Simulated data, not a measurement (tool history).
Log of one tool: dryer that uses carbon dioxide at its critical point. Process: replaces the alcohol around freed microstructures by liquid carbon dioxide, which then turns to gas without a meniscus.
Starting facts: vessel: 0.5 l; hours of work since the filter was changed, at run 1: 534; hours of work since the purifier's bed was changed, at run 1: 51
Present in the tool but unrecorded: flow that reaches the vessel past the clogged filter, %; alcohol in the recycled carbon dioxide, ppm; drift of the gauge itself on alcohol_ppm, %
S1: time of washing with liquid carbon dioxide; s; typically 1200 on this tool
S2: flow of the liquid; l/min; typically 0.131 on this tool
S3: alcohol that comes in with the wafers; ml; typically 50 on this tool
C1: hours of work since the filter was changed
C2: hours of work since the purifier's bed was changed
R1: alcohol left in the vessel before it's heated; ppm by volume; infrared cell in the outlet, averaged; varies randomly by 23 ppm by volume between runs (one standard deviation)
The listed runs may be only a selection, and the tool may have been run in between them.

Run 1, hour 0: usual settings; C1 534; C2 51. Result: R1 2671 ppm by volume.
At hour 41.5: inlet filter changed.
Run 2, hour 50: usual settings; C1 6; C2 84. Result: R1 1541 ppm by volume.
Run 3, hour 96.5: usual settings; C1 36; C2 115. Result: R1 1603 ppm by volume.
Run 4, hour 149.1: usual settings; C1 71; C2 149. Result: R1 1654 ppm by volume.
Run 5, hour 209.9: usual settings; C1 111; C2 189. Result: R1 1704 ppm by volume.
Run 6, hour 256.8: usual settings; C1 142; C2 220. Result: R1 1874 ppm by volume.
Run 7, hour 285.8: usual settings; C1 161; C2 239. Result: R1 1875 ppm by volume.
Run 8, hour 316.5: usual settings; C1 181; C2 260. Result: R1 1938 ppm by volume.
Run 9, hour 346.2: usual settings; C1 201; C2 279. Result: R1 1970 ppm by volume.
Run 10, hour 407.2: usual settings but S3 92 ml; C1 241; C2 319. Result: R1 3683 ppm by volume.
Run 11, hour 451.3: usual settings; C1 270; C2 349. Result: R1 2079 ppm by volume.
Run 12, hour 501.5: usual settings; C1 304; C2 382. Result: R1 2217 ppm by volume.
Run 13, hour 530.7: usual settings; C1 323; C2 401. Result: R1 2216 ppm by volume.
Run 14, hour 575.9: usual settings; C1 353; C2 431. Result: R1 2252 ppm by volume.
Run 15, hour 623.8: usual settings but S1 1920 s; C1 384; C2 462. Result: R1 322 ppm by volume.
Run 16, hour 676.3: usual settings but S1 1920 s, S3 43 ml; C1 419; C2 497. Result: R1 313 ppm by volume.
Run 17, hour 725: usual settings but S1 1500 s, S3 43 ml; C1 451; C2 529. Result: R1 920 ppm by volume.
At hour 747.6: purifier's bed changed.
Run 18, hour 788: usual settings but S1 1500 s, S3 43 ml; C1 491; C2 27. Result: R1 905 ppm by volume.
Run 19, hour 824.7: usual settings; C1 515; C2 51. Result: R1 2583 ppm by volume.
Run 20, hour 852.3: usual settings; C1 533; C2 69. Result: R1 2734 ppm by volume.
At hour 896.4: inlet filter changed.
Run 21, hour 912.4: usual settings but S2 0.086 l/min; C1 11; C2 108. Result: R1 6923 ppm by volume.
Run 22, hour 938.6: usual settings but S2 0.089 l/min; C1 28; C2 125. Result: R1 6360 ppm by volume.
Run 23, hour 987.6: usual settings but S2 0.089 l/min; C1 60; C2 158. Result: R1 6389 ppm by volume.
Run 24, hour 1021.6: usual settings but S1 1740 s, S2 0.116 l/min, S3 71 ml; C1 83; C2 180. Result: R1 779 ppm by volume.
Run 25, hour 1061.6: usual settings but S1 720 s, S2 0.192 l/min; C1 109; C2 207. Result: R1 2694 ppm by volume.
Run 26, hour 1098.7: usual settings but S1 720 s, S2 0.192 l/min; C1 133; C2 231. Result: R1 2703 ppm by volume.
Run 27, hour 1148.4: usual settings but S1 960 s, S2 0.217 l/min; C1 166; C2 264. Result: R1 485 ppm by volume.
Run 28, hour 1185.6: usual settings but S1 1080 s, S2 0.187 l/min; C1 191; C2 288. Result: R1 616 ppm by volume.
Run 29, hour 1230.4: usual settings but S1 1080 s, S2 0.187 l/min; C1 220; C2 318. Result: R1 646 ppm by volume.
Run 30, hour 1289.2: usual settings but S1 1080 s, S2 0.187 l/min; C1 259; C2 357. Result: R1 686 ppm by volume.
Run 31, hour 1337.9: usual settings but S1 1500 s, S2 0.08 l/min, S3 99 ml; C1 291; C2 389. Result: R1 10801 ppm by volume.
Run 32, hour 1399.7: usual settings but S1 1500 s, S2 0.08 l/min, S3 99 ml; C1 332; C2 430. Result: R1 11224 ppm by volume.
Run 33, hour 1430.8: usual settings but S1 900 s, S2 0.132 l/min, S3 83 ml; C1 353; C2 450. Result: R1 9285 ppm by volume.
Run 34, hour 1487.4: usual settings but S1 780 s, S2 0.178 l/min, S3 38 ml; C1 390; C2 487. Result: R1 2605 ppm by volume.
Run 35, hour 1526.9: usual settings but S1 900 s, S3 27 ml; C1 416; C2 514. Result: R1 3338 ppm by volume.
Run 36, hour 1562.6: usual settings but S2 0.202 l/min, S3 77 ml; C1 440; C2 537. Result: R1 555 ppm by volume.
At hour 1576.3: purifier's bed changed.
Run 37, hour 1623.2: usual settings but S1 1320 s, S2 0.209 l/min, S3 51 ml; C1 478; C2 31. Result: R1 155 ppm by volume.
Run 38, hour 1672.3: usual settings but S1 720 s, S2 0.114 l/min; C1 510; C2 63. Result: R1 14881 ppm by volume.
Run 39, hour 1708.4: usual settings but S1 780 s, S2 0.083 l/min; C1 534; C2 87. Result: R1 22762 ppm by volume.
Run 40, hour 1741.2: usual settings but S1 1080 s, S3 23 ml; C1 555; C2 109. Result: R1 1744 ppm by volume.
At hour 1749.8: inlet filter changed.
Run 41, hour 1771.5: usual settings but S2 0.152 l/min, S3 90 ml; C1 14; C2 128. Result: R1 1477 ppm by volume.

What will run 42 give?
Run 42, hour 1833.9: usual settings but S1 1320 s; C1 55; C2 169. Result: R1 ?.

{"run 42": {"R1": 1155}}
On a tool with no hidden condition, and with the same random variation, this run would have come out at R1 1003 ppm by volume.
